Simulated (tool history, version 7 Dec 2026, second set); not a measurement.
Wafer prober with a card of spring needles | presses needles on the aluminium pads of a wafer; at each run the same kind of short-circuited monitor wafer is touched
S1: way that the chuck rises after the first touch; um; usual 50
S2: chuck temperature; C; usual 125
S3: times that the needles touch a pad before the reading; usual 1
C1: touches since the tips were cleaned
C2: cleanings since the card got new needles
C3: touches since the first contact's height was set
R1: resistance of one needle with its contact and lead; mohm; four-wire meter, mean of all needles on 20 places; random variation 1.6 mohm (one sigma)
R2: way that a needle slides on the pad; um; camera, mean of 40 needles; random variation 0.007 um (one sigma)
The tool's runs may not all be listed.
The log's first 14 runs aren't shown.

run,day,S1,S2,S3,C1,C2,C3,R1,R2
# day 6.750: height of the first contact set anew, once more
# day 7.171: tips cleaned on abrasive film
15,7.238,50,125,1,786,30,5487,251,7.209
16,7.688,41,125,1,5858,30,10559,588,5.917
# day 7.804: tips cleaned on abrasive film
17,8.275,45,49,2,5364,31,17185,382,6.507
# day 8.400: tips cleaned on abrasive film
18,8.654,45,49,2,2885,32,21431,324,6.489
19,8.958,45,49,2,6306,32,24852,391,6.496
# day 9.012: tips cleaned on abrasive film
20,9.346,50,31,2,3791,33,29192,317,7.202
# day 9.633: tips cleaned on abrasive film
21,9.650,50,31,2,189,34,32610,182,7.203
22,10.192,50,27,3,6302,34,38723,272,7.195
# day 10.246: tips cleaned on abrasive film
23,10.779,50,123,1,6051,35,45341,455,7.199
# day 10.846: tips cleaned on abrasive film
24,11.175,47,28,1,3738,36,49753,442,6.753
# day 11.475: tips cleaned on abrasive film
25,11.688,53,28,1,2382,37,55503,330,7.612
# day 12.083: tips cleaned on abrasive film
26,12.125,53,28,1,497,38,60429,201,7.600
27,12.588,34,35,1,5711,38,65643,847,4.854
# day 12.692: tips cleaned on abrasive film
28,13.175,36,52,2,5466,39,72264,523,5.134
# day 13.312: tips cleaned on abrasive film
29,13.771,41,32,1,5199,40,78953,599,5.860
# day 13.929: tips cleaned on abrasive film
30,14.383,44,32,2,5158,41,85839,400,6.284
# day 14.538: tips cleaned on abrasive film
31,14.679,52,92,3,1604,42,89149,212,7.428
# day 15.012: height of the first contact set anew
# day 15.196: tips cleaned on abrasive film
32,15.342,43,97,1,1655,43,3710,380,6.211

3 ways to go on from here, each from the tool as it stands after run 32. What would each give?
A,15.721,50,125,2,5931,43,7986,?,?
B,15.721,62,97,2,5931,43,7986,?,?
C,15.721,36,119,1,5931,43,7986,?,?

run,R1,R2
A,339,7.217
B,281,8.949
C,714,5.193
Without the tool's hidden state the same runs would have given:
run,R1,R2
A,161,7.224
B,153,8.956
C,167,5.200
